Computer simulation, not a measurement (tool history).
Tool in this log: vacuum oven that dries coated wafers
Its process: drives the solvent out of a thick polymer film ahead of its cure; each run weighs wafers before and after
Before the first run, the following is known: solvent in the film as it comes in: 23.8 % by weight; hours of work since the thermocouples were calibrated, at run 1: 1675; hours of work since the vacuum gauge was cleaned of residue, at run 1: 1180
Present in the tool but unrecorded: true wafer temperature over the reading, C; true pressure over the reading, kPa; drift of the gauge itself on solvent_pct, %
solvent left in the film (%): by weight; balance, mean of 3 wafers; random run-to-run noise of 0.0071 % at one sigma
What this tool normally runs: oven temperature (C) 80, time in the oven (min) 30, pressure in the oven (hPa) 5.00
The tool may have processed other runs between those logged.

run	hour	oven temperature (C)	time in the oven (min)	pressure in the oven (hPa)	hours of work since the thermocouples were calibrated	hours of work since the vacuum gauge was cleaned of residue	solvent left in the film (%)
1	0.0	80	30	5.00	1675	1180	0.774
# hour 27.7: oven's thermocouples calibrated
2	95.6	80	30	11.13	37	1230	1.083
3	184.1	80	30	11.13	85	1278	1.091
4	250.9	80	30	4.26	121	1315	0.828
5	324.3	80	30	4.26	161	1355	0.836
6	410.8	80	30	4.26	208	1402	0.822
7	470.5	80	30	4.26	240	1434	0.814
8	537.6	80	30	4.26	277	1470	0.809
9	584.3	80	30	4.26	302	1496	0.820
10	639.7	80	30	4.26	332	1526	0.820
11	721.3	80	30	4.26	376	1570	0.815
12	798.6	80	30	4.26	418	1612	0.823
13	866.9	80	30	4.26	455	1649	0.809
14	911.7	71	25	19.62	480	1673	5.123
15	986.4	80	24	4.38	520	1714	1.398
16	1028.0	88	30	5.00	543	1737	0.245
17	1088.4	92	33	6.10	576	1769	0.203
18	1173.5	71	30	5.17	622	1815	3.339
19	1229.7	71	30	5.17	652	1846	3.335
20	1287.1	77	41	8.53	684	1877	0.832
21	1337.2	94	45	8.53	711	1904	0.250

3 options for the next run, each taken on its own from the tool as it stands now. Forecast them:
A	1394.5	88	18	3.35	742	1935	?
B	1394.5	73	48	6.01	742	1935	?
C	1394.5	91	16	15.88	742	1935	?

run	solvent left in the film (%)
A	0.649
B	1.022
C	0.816
What these runs would have given with no unlogged condition in the tool:
run	solvent left in the film (%)
A	0.651
B	0.991
C	0.816

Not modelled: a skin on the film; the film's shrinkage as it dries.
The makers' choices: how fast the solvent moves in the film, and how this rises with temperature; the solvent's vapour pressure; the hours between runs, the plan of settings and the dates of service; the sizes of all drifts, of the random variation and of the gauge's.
